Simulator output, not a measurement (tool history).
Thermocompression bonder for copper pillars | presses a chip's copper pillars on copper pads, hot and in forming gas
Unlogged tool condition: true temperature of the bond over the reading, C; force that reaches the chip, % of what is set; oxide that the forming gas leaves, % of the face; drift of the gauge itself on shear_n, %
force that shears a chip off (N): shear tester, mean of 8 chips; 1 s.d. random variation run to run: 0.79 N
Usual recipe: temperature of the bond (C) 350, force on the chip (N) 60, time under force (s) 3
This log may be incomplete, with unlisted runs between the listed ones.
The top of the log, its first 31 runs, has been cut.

run,hour,temperature of the bond (C),force on the chip (N),time under force (s),hours of work since the heater was calibrated,hours of work since the force cell was calibrated,hours of work since the gas filter was changed,force that shears a chip off (N)
32,1338.1,350,73,3,473,567,110,83.7
33,1380.7,359,50,2,500,593,137,66.3
34,1421.6,363,51,3,526,619,163,72.8
35,1444.5,330,60,2,540,633,177,57.8
# hour 1463.1: forming gas filter changed
36,1482.9,335,60,2,564,657,12,65.6
37,1530.3,370,56,5,594,687,42,95.3
38,1563,370,56,5,614,707,63,93.4
39,1590.6,370,56,5,631,724,80,92.7

Below are 4 alternative next runs, each starting from the tool's condition after run 39. Predict each:
# hour 1643: force cell calibrated
A,1643.9,335,41,3,664,1,112,?
# hour 1643: force cell calibrated
B,1643.9,363,56,5,664,1,112,?
# hour 1643: force cell calibrated
C,1643.9,370,56,2,664,1,112,?
# hour 1643: force cell calibrated
D,1643.9,373,42,3,664,1,112,?

run,force that shears a chip off (N)
A,52.7
B,86.5
C,73
D,70.5
Without the tool's hidden state the same runs would have given:
run,force that shears a chip off (N)
A,54.4
B,90.2
C,75.9
D,73.3
